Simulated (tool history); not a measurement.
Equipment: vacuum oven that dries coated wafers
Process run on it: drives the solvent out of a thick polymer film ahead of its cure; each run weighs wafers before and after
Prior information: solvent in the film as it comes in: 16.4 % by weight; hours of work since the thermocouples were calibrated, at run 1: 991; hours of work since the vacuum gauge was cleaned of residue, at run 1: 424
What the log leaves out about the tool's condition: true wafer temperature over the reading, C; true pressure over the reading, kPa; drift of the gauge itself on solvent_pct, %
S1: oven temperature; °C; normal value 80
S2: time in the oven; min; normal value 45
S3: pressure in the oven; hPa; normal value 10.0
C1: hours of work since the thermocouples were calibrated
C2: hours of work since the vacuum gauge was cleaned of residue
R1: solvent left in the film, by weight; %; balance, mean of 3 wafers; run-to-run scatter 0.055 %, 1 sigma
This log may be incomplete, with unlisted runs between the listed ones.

| run | hour | S1 | S2 | S3 | C1 | C2 | R1 |
|---|---|---|---|---|---|---|---|
| 1 | 0.0 | 80 | 45 | 10.0 | 991 | 424 | 2.80 |
|  | 9.1 | oven's thermocouples calibrated |
| 2 | 29.1 | 80 | 68 | 10.0 | 12 | 441 | 1.97 |
| 3 | 48.1 | 80 | 68 | 10.0 | 24 | 452 | 1.87 |
| 4 | 77.3 | 94 | 45 | 10.0 | 41 | 470 | 1.07 |
| 5 | 102.7 | 94 | 45 | 10.0 | 57 | 485 | 1.03 |
| 6 | 128.8 | 80 | 45 | 10.0 | 72 | 501 | 2.52 |
| 7 | 150.4 | 80 | 45 | 10.0 | 85 | 514 | 2.54 |
| 8 | 166.4 | 80 | 45 | 10.0 | 95 | 524 | 2.34 |
| 9 | 184.2 | 80 | 45 | 10.0 | 106 | 534 | 2.51 |
| 10 | 206.4 | 80 | 40 | 10.0 | 119 | 548 | 2.75 |
| 11 | 227.7 | 80 | 45 | 10.0 | 132 | 561 | 2.64 |
| 12 | 253.0 | 80 | 45 | 10.0 | 147 | 576 | 2.60 |
| 13 | 276.5 | 80 | 45 | 10.0 | 162 | 590 | 2.59 |
| 14 | 298.7 | 80 | 45 | 10.0 | 175 | 603 | 2.59 |
| 15 | 312.6 | 76 | 45 | 10.0 | 183 | 612 | 3.52 |
| 16 | 345.6 | 76 | 45 | 10.0 | 203 | 632 | 3.45 |
| 17 | 360.3 | 76 | 26 | 10.0 | 212 | 641 | 5.58 |
| 18 | 389.9 | 80 | 45 | 27.1 | 230 | 659 | 5.16 |
| 19 | 421.3 | 80 | 45 | 10.0 | 249 | 678 | 2.71 |
| 20 | 453.6 | 83 | 45 | 10.0 | 269 | 697 | 2.28 |
| 21 | 472.7 | 83 | 45 | 6.2 | 280 | 709 | 1.63 |
| 22 | 501.6 | 83 | 45 | 6.2 | 298 | 726 | 1.56 |
| 23 | 517.1 | 83 | 41 | 6.2 | 307 | 735 | 1.81 |
| 24 | 531.6 | 83 | 41 | 6.2 | 316 | 744 | 1.79 |
| 25 | 559.0 | 83 | 41 | 6.2 | 332 | 761 | 1.80 |
| 26 | 574.7 | 70 | 41 | 6.6 | 342 | 770 | 5.20 |
| 27 | 599.6 | 92 | 49 | 11.2 | 357 | 785 | 1.36 |
| 28 | 621.7 | 92 | 49 | 11.2 | 370 | 799 | 1.33 |
| 29 | 643.8 | 68 | 77 | 29.9 | 384 | 812 | 9.17 |
| 30 | 671.0 | 82 | 57 | 17.4 | 400 | 828 | 3.13 |
| 31 | 691.2 | 95 | 30 | 17.4 | 412 | 841 | 1.92 |
| 32 | 720.2 | 80 | 37 | 8.1 | 430 | 858 | 3.12 |
| 33 | 745.5 | 80 | 37 | 8.1 | 445 | 873 | 3.03 |
| 34 | 770.4 | 80 | 31 | 28.1 | 460 | 888 | 6.44 |
| 35 | 796.6 | 90 | 53 | 10.0 | 476 | 904 | 1.35 |
| 36 | 822.5 | 75 | 46 | 26.5 | 491 | 920 | 6.76 |
| 37 | 853.9 | 80 | 68 | 6.5 | 510 | 939 | 1.61 |
| 38 | 882.6 | 78 | 68 | 17.4 | 528 | 956 | 3.82 |
| 39 | 903.7 | 69 | 39 | 17.4 | 541 | 969 | 8.05 |
| 40 | 918.3 | 92 | 56 | 17.4 | 549 | 978 | 2.01 |
| 41 | 934.0 | 78 | 50 | 10.0 | 559 | 987 | 3.18 |
| 42 | 962.0 | 77 | 50 | 10.0 | 576 | 1004 | 3.39 |
| 43 | 989.4 | 77 | 24 | 14.2 | 592 | 1021 | 6.66 |
| 44 | 1019.6 | 77 | 24 | 14.2 | 611 | 1039 | 6.72 |
| 45 | 1046.8 | 95 | 75 | 10.0 | 627 | 1056 | 1.10 |
| 46 | 1065.2 | 91 | 26 | 8.5 | 638 | 1067 | 1.78 |
| 47 | 1086.1 | 81 | 26 | 8.5 | 651 | 1079 | 4.13 |
| 48 | 1106.2 | 80 | 70 | 10.0 | 663 | 1091 | 2.27 |

Consider 3 possible next runs. They are alternatives, not a sequence: every one starts from the tool as it was left by run 48. What does each give?
| A | 1125.7 | 70 | 72 | 10.0 | 675 | 1103 | ? |
| B | 1125.7 | 80 | 24 | 10.0 | 675 | 1103 | ? |
| C | 1125.7 | 91 | 30 | 10.0 | 675 | 1103 | ? |

| run | R1 |
|---|---|
| A | 4.35 |
| B | 4.92 |
| C | 1.75 |
With the hidden condition removed and each run's random variation left untouched, the same runs would have given:
| run | R1 |
|---|---|
| A | 3.36 |
| B | 4.15 |
| C | 1.30 |
